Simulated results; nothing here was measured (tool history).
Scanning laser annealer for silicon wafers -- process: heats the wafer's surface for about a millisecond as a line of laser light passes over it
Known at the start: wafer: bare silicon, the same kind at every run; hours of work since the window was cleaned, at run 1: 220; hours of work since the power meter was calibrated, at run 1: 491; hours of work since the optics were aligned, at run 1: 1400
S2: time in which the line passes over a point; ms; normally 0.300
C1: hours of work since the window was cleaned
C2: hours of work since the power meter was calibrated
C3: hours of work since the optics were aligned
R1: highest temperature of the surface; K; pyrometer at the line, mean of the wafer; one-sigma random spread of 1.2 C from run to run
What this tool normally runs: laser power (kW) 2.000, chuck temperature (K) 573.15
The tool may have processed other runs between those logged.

run 1 hour=0.0 | laser_power_(kW)=2.000 S2=0.300 chuck_temperature_(K)=573.15 | C1=220 C2=491 C3=1400 | R1=1327.15
run 2 hour=30.0 | laser_power_(kW)=2.000 S2=0.300 chuck_temperature_(K)=573.15 | C1=240 C2=512 C3=1420 | R1=1327.15
run 3 hour=72.4 | laser_power_(kW)=2.000 S2=0.300 chuck_temperature_(K)=573.15 | C1=270 C2=542 C3=1450 | R1=1324.15
run 4 hour=107.5 | laser_power_(kW)=2.000 S2=0.300 chuck_temperature_(K)=573.15 | C1=294 C2=566 C3=1474 | R1=1321.15
run 5 hour=165.1 | laser_power_(kW)=2.000 S2=0.300 chuck_temperature_(K)=573.15 | C1=335 C2=606 C3=1515 | R1=1320.15
run 6 hour=216.3 | laser_power_(kW)=1.886 S2=0.300 chuck_temperature_(K)=573.15 | C1=370 C2=642 C3=1550 | R1=1276.15
run 7 hour=249.0 | laser_power_(kW)=1.951 S2=0.300 chuck_temperature_(K)=573.15 | C1=393 C2=665 C3=1573 | R1=1299.15
run 8 hour=300.8 | laser_power_(kW)=2.185 S2=0.337 chuck_temperature_(K)=573.15 | C1=429 C2=701 C3=1609 | R1=1447.15
run 9 hour=347.6 | laser_power_(kW)=2.185 S2=0.363 chuck_temperature_(K)=551.15 | C1=462 C2=733 C3=1642 | R1=1462.15
run 10 hour=400.1 | laser_power_(kW)=2.057 S2=0.312 chuck_temperature_(K)=583.15 | C1=498 C2=770 C3=1678 | R1=1363.15
run 11 hour=439.1 | laser_power_(kW)=2.057 S2=0.312 chuck_temperature_(K)=583.15 | C1=525 C2=797 C3=1705 | R1=1364.15
run 12 hour=497.1 | laser_power_(kW)=2.052 S2=0.265 chuck_temperature_(K)=583.15 | C1=566 C2=838 C3=1746 | R1=1288.15
run 13 hour=556.3 | laser_power_(kW)=2.052 S2=0.265 chuck_temperature_(K)=583.15 | C1=607 C2=879 C3=1787 | R1=1287.15
-- hour=568.7 window over the wafer cleaned
run 14 hour=595.6 | laser_power_(kW)=2.052 S2=0.265 chuck_temperature_(K)=583.15 | C1=19 C2=905 C3=1813 | R1=1308.15

Difference, measured minus no-hidden-state, one row per run. Run-to-run variation is common to both terms; the gauge's own scatter need not be:
Hidden state present: light that passes the window, % of a clean one's; laser's true power over the reading, %; width of the line over the set one, %; drift of the gauge itself on peak_c, C.
run=1 R1=-12.00
run=2 R1=-13.00
run=3 R1=-15.00
run=4 R1=-16.00
run=5 R1=-17.00
run=6 R1=-18.00
run=7 R1=-19.00
run=8 R1=-25.00
run=9 R1=-27.00
run=10 R1=-25.00
run=11 R1=-26.00
run=12 R1=-25.00
run=13 R1=-27.00
run=14 R1=-5.00

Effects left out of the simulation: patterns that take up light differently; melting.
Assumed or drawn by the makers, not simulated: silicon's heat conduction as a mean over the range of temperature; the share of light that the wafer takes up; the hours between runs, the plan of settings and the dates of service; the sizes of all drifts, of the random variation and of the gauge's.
